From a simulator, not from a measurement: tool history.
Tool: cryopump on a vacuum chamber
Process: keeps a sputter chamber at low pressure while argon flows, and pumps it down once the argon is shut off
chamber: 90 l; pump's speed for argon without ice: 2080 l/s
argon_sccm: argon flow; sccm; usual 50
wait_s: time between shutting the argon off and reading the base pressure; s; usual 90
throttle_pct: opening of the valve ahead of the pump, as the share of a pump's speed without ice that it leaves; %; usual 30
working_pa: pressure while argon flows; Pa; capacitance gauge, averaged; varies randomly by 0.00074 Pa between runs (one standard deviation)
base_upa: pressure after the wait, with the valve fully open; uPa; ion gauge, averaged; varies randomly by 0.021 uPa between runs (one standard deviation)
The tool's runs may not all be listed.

| run | hour | argon_sccm | wait_s | throttle_pct | working_pa | base_upa |
|---|---|---|---|---|---|---|
| 1 | 0.0 | 50 | 90 | 30 | 0.1396 | 0.57 |
| 2 | 102.5 | 50 | 90 | 30 | 0.1403 | 0.55 |
| 3 | 206.0 | 50 | 90 | 30 | 0.1419 | 0.58 |
|  | 246.6 | pump warmed up, emptied and cooled again |
| 4 | 279.7 | 50 | 212 | 30 | 0.1372 | 0.35 |
| 5 | 343.9 | 50 | 212 | 21 | 0.1966 | 0.33 |
| 6 | 417.2 | 50 | 212 | 21 | 0.1968 | 0.36 |
| 7 | 488.2 | 50 | 212 | 21 | 0.1980 | 0.38 |
| 8 | 570.2 | 50 | 212 | 21 | 0.1978 | 0.41 |
| 9 | 658.1 | 50 | 212 | 58 | 0.0755 | 0.41 |
| 10 | 725.9 | 50 | 212 | 58 | 0.0769 | 0.46 |
| 11 | 804.0 | 50 | 212 | 58 | 0.0782 | 0.46 |
|  | 826.4 | pump warmed up, emptied and cooled again |
| 12 | 924.9 | 35 | 90 | 30 | 0.0968 | 0.59 |
| 13 | 977.9 | 50 | 90 | 30 | 0.1390 | 0.60 |
| 14 | 1093.8 | 72 | 74 | 30 | 0.2013 | 0.77 |
| 15 | 1198.3 | 31 | 290 | 49 | 0.0550 | 0.51 |
| 16 | 1307.6 | 49 | 90 | 24 | 0.1741 | 0.75 |
|  | 1400.2 | pump warmed up, emptied and cooled again |
| 17 | 1406.3 | 53 | 90 | 23 | 0.1895 | 0.68 |
| 18 | 1484.5 | 53 | 90 | 23 | 0.1916 | 0.73 |
| 19 | 1559.6 | 21 | 90 | 23 | 0.0761 | 0.77 |
| 20 | 1639.6 | 21 | 90 | 23 | 0.0764 | 0.83 |

Run 21, settings as shown, results not yet in. Your forecast:
| 21 | 1692.4 | 41 | 127 | 44 | ? | ? |

Run 21 gave working_pa 0.0797 Pa, base_upa 0.68 uPa.
Were there no unlogged condition in the tool, this run, its random variation unchanged, would have produced working_pa 0.0754 Pa, base_upa 0.38 uPa.
